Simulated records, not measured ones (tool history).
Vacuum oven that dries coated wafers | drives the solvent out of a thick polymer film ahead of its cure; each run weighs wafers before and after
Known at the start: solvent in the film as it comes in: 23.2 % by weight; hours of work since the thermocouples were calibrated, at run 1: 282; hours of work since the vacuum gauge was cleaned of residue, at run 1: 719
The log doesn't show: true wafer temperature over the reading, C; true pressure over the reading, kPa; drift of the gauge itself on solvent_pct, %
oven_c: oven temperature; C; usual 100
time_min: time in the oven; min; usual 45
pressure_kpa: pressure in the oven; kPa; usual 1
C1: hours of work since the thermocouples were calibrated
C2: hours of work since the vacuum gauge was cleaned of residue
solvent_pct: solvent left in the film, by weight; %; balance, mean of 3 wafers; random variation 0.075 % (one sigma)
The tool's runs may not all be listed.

{"run": 1, "hour": 0.0, "oven_c": 100, "time_min": 45, "pressure_kpa": 1, "C1": 282, "C2": 719, "solvent_pct": 6.13}
{"run": 2, "hour": 23.7, "oven_c": 100, "time_min": 45, "pressure_kpa": 1, "C1": 293, "C2": 729, "solvent_pct": 6.2}
{"run": 3, "hour": 72.2, "oven_c": 100, "time_min": 45, "pressure_kpa": 1, "C1": 314, "C2": 750, "solvent_pct": 6.13}
{"run": 4, "hour": 117.3, "oven_c": 100, "time_min": 45, "pressure_kpa": 1, "C1": 333, "C2": 770, "solvent_pct": 6.24}
{"run": 5, "hour": 139.4, "oven_c": 100, "time_min": 45, "pressure_kpa": 1, "C1": 343, "C2": 779, "solvent_pct": 6.21}
{"run": 6, "hour": 174.2, "oven_c": 100, "time_min": 45, "pressure_kpa": 1, "C1": 358, "C2": 794, "solvent_pct": 6.34}
{"run": 7, "hour": 212.5, "oven_c": 93, "time_min": 45, "pressure_kpa": 1, "C1": 375, "C2": 811, "solvent_pct": 9.11}
{"run": 8, "hour": 255.3, "oven_c": 93, "time_min": 45, "pressure_kpa": 1, "C1": 393, "C2": 830, "solvent_pct": 8.7}
{"run": 9, "hour": 281.2, "oven_c": 93, "time_min": 45, "pressure_kpa": 1, "C1": 404, "C2": 841, "solvent_pct": 8.84}
{"run": 10, "hour": 302.9, "oven_c": 93, "time_min": 45, "pressure_kpa": 1, "C1": 414, "C2": 850, "solvent_pct": 8.75}
{"run": 11, "hour": 351.7, "oven_c": 93, "time_min": 45, "pressure_kpa": 1, "C1": 435, "C2": 871, "solvent_pct": 9.06}
{"run": 12, "hour": 386.3, "oven_c": 93, "time_min": 45, "pressure_kpa": 1, "C1": 450, "C2": 886, "solvent_pct": 8.99}
{"run": 13, "hour": 438.3, "oven_c": 93, "time_min": 45, "pressure_kpa": 1, "C1": 473, "C2": 909, "solvent_pct": 8.96}
{"run": 14, "hour": 488.7, "oven_c": 93, "time_min": 45, "pressure_kpa": 1, "C1": 495, "C2": 931, "solvent_pct": 9.02}
{"run": 15, "hour": 512.6, "oven_c": 93, "time_min": 45, "pressure_kpa": 1, "C1": 505, "C2": 941, "solvent_pct": 8.91}
{"run": 16, "hour": 537.6, "oven_c": 93, "time_min": 45, "pressure_kpa": 1, "C1": 516, "C2": 952, "solvent_pct": 8.93}
{"run": 17, "hour": 573.0, "oven_c": 93, "time_min": 45, "pressure_kpa": 1, "C1": 531, "C2": 967, "solvent_pct": 8.91}
{"run": 18, "hour": 608.5, "oven_c": 100, "time_min": 45, "pressure_kpa": 1, "C1": 546, "C2": 983, "solvent_pct": 6.61}
{"run": 19, "hour": 661.1, "oven_c": 100, "time_min": 45, "pressure_kpa": 1, "C1": 569, "C2": 1006, "solvent_pct": 6.42}
{"run": 20, "hour": 692.4, "oven_c": 100, "time_min": 45, "pressure_kpa": 1, "C1": 583, "C2": 1019, "solvent_pct": 6.45}
{"run": 21, "hour": 735.2, "oven_c": 100, "time_min": 45, "pressure_kpa": 1, "C1": 601, "C2": 1038, "solvent_pct": 6.58}
{"run": 22, "hour": 770.2, "oven_c": 100, "time_min": 45, "pressure_kpa": 1, "C1": 617, "C2": 1053, "solvent_pct": 6.48}
{"run": 23, "hour": 822.9, "oven_c": 100, "time_min": 45, "pressure_kpa": 1, "C1": 639, "C2": 1076, "solvent_pct": 6.53}
{"hour": 828.1, "done": "vacuum gauge cleaned of residue and calibrated"}
{"run": 24, "hour": 846.6, "oven_c": 100, "time_min": 45, "pressure_kpa": 1, "C1": 649, "C2": 8, "solvent_pct": 6.61}
{"run": 25, "hour": 885.4, "oven_c": 99, "time_min": 45, "pressure_kpa": 1, "C1": 666, "C2": 25, "solvent_pct": 6.93}
{"run": 26, "hour": 933.4, "oven_c": 87, "time_min": 29, "pressure_kpa": 2.76, "C1": 687, "C2": 46, "solvent_pct": 14.39}
{"run": 27, "hour": 961.5, "oven_c": 87, "time_min": 29, "pressure_kpa": 2.76, "C1": 699, "C2": 58, "solvent_pct": 14.5}
{"run": 28, "hour": 990.1, "oven_c": 103, "time_min": 74, "pressure_kpa": 1, "C1": 711, "C2": 70, "solvent_pct": 2.77}
{"hour": 1005.5, "done": "vacuum gauge cleaned of residue and calibrated, once more"}
{"run": 29, "hour": 1021.6, "oven_c": 103, "time_min": 37, "pressure_kpa": 1, "C1": 724, "C2": 7, "solvent_pct": 6.62}
{"run": 30, "hour": 1061.5, "oven_c": 100, "time_min": 41, "pressure_kpa": 0.91, "C1": 742, "C2": 24, "solvent_pct": 7.01}
{"run": 31, "hour": 1114.1, "oven_c": 101, "time_min": 53, "pressure_kpa": 0.93, "C1": 765, "C2": 47, "solvent_pct": 5.05}
{"run": 32, "hour": 1145.7, "oven_c": 94, "time_min": 30, "pressure_kpa": 1, "C1": 778, "C2": 61, "solvent_pct": 10.98}
{"run": 33, "hour": 1176.9, "oven_c": 89, "time_min": 31, "pressure_kpa": 1, "C1": 792, "C2": 74, "solvent_pct": 12.86}
{"run": 34, "hour": 1205.8, "oven_c": 110, "time_min": 45, "pressure_kpa": 1.39, "C1": 804, "C2": 87, "solvent_pct": 3.34}
{"run": 35, "hour": 1244.6, "oven_c": 103, "time_min": 31, "pressure_kpa": 1.04, "C1": 821, "C2": 104, "solvent_pct": 7.75}
{"run": 36, "hour": 1294.6, "oven_c": 112, "time_min": 31, "pressure_kpa": 0.56, "C1": 843, "C2": 125, "solvent_pct": 4.71}
{"run": 37, "hour": 1334.6, "oven_c": 103, "time_min": 73, "pressure_kpa": 3.57, "C1": 860, "C2": 143, "solvent_pct": 3.95}
{"run": 38, "hour": 1358.1, "oven_c": 103, "time_min": 73, "pressure_kpa": 3.57, "C1": 870, "C2": 153, "solvent_pct": 3.95}
{"run": 39, "hour": 1393.9, "oven_c": 103, "time_min": 62, "pressure_kpa": 1, "C1": 886, "C2": 169, "solvent_pct": 3.45}
{"run": 40, "hour": 1433.3, "oven_c": 107, "time_min": 45, "pressure_kpa": 1, "C1": 903, "C2": 186, "solvent_pct": 4.28}
{"run": 41, "hour": 1466.8, "oven_c": 87, "time_min": 26, "pressure_kpa": 1.62, "C1": 918, "C2": 200, "solvent_pct": 14.39}
{"run": 42, "hour": 1496.0, "oven_c": 87, "time_min": 26, "pressure_kpa": 1.62, "C1": 930, "C2": 213, "solvent_pct": 14.34}
{"run": 43, "hour": 1547.3, "oven_c": 113, "time_min": 76, "pressure_kpa": 1, "C1": 953, "C2": 235, "solvent_pct": 0.91}
{"run": 44, "hour": 1571.3, "oven_c": 99, "time_min": 42, "pressure_kpa": 1, "C1": 963, "C2": 246, "solvent_pct": 7.32}
{"run": 45, "hour": 1622.6, "oven_c": 102, "time_min": 46, "pressure_kpa": 0.98, "C1": 985, "C2": 268, "solvent_pct": 5.69}
{"run": 46, "hour": 1651.2, "oven_c": 87, "time_min": 35, "pressure_kpa": 1, "C1": 998, "C2": 280, "solvent_pct": 12.85}

3 ways to go on from here, each from the tool as it stands after run 46. What would each give?
{"run": "A", "hour": 1691.8, "oven_c": 87, "time_min": 54, "pressure_kpa": 1, "C1": 1015, "C2": 298, "solvent_pct": "?"}
{"run": "B", "hour": 1691.8, "oven_c": 93, "time_min": 40, "pressure_kpa": 0.66, "C1": 1015, "C2": 298, "solvent_pct": "?"}
{"run": "C", "hour": 1691.8, "oven_c": 100, "time_min": 36, "pressure_kpa": 2.1, "C1": 1015, "C2": 298, "solvent_pct": "?"}

run=A solvent_pct=10.42
run=B solvent_pct=10
run=C solvent_pct=8.49
Without the tool's hidden state the same runs would have given:
run=A solvent_pct=9.29
run=B solvent_pct=8.9
run=C solvent_pct=7.42
